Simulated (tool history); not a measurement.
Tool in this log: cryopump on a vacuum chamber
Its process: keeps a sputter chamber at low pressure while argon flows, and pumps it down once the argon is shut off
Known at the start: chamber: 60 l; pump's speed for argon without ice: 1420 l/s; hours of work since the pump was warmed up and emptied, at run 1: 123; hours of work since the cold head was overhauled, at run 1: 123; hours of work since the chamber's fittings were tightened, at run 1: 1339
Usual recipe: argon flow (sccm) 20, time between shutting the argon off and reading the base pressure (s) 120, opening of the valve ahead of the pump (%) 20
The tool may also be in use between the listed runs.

run,hour,argon flow (sccm),time between shutting the argon off and reading the base pressure (s),opening of the valve ahead of the pump (%),hours of work since the pump was warmed up and emptied,hours of work since the cold head was overhauled,hours of work since the chamber's fittings were tightened,pressure while argon flows (Pa),pressure after the wait (uPa)
1,0,20,120,20,123,123,1339,0.1213,2.26
2,7.2,20,96,20,128,128,1345,0.1217,2.48
3,16,20,96,20,136,136,1353,0.121,2.46
4,28.3,20,96,20,146,146,1363,0.1204,2.52
5,39.6,20,96,20,155,155,1372,0.1219,2.48
6,48.6,20,96,20,162,162,1379,0.1213,2.59
7,62.2,20,96,20,174,174,1390,0.1216,2.49
8,73.3,20,64,20,183,183,1399,0.1219,2.95
9,89.2,20,64,20,196,196,1412,0.1212,3
10,106.6,20,64,20,210,210,1427,0.1232,3.01
11,124.4,32,131,17,224,224,1441,0.2291,2.44
12,138.5,10,132,23,236,236,1453,0.0537,2.43
13,155.4,11,55,37,250,250,1467,0.0372,3.37
14,166.6,11,55,37,259,259,1476,0.0381,3.36
15,180.6,23,67,16,270,270,1487,0.1768,3.18
16,187.8,23,67,16,276,276,1493,0.1769,3.15
17,200,39,85,31,286,286,1503,0.159,2.93
18,209.5,25,85,31,294,294,1511,0.1015,2.96
19,225,28,31,31,307,307,1523,0.1158,4.57
20,242,28,31,31,321,321,1537,0.1157,4.78

Some steps in pressure while argon flows (Pa) between neighbouring runs. How much of each would the tool show without its hidden state too (settings, what came in, random variation), and how much is left for the hidden state, with any gauge scatter that isn't in both results?
The tool's hidden condition here consists of: pump's speed, % of a pump's without ice; cold plate's temperature, K; leak into the chamber, uPa l/s; drift of the gauge itself on working_pa, %; drift of the gauge itself on base_upa, %.
Run 11 -> 12: argon flow (sccm) 32 -> 10, time between shutting the argon off and reading the base pressure (s) 131 -> 132, opening of the valve ahead of the pump (%) 17 -> 23. pressure while argon flows (Pa) -0.1754: hidden state -0.0038, all else -0.1716.
Run 14 -> 15: argon flow (sccm) 11 -> 23, time between shutting the argon off and reading the base pressure (s) 55 -> 67, opening of the valve ahead of the pump (%) 37 -> 16. pressure while argon flows (Pa) +0.1387: hidden state +0.0029, all else +0.1358.
Run 16 -> 17: argon flow (sccm) 23 -> 39, time between shutting the argon off and reading the base pressure (s) 67 -> 85, opening of the valve ahead of the pump (%) 16 -> 31. pressure while argon flows (Pa) -0.0179: hidden state +0.004, all else -0.0219.
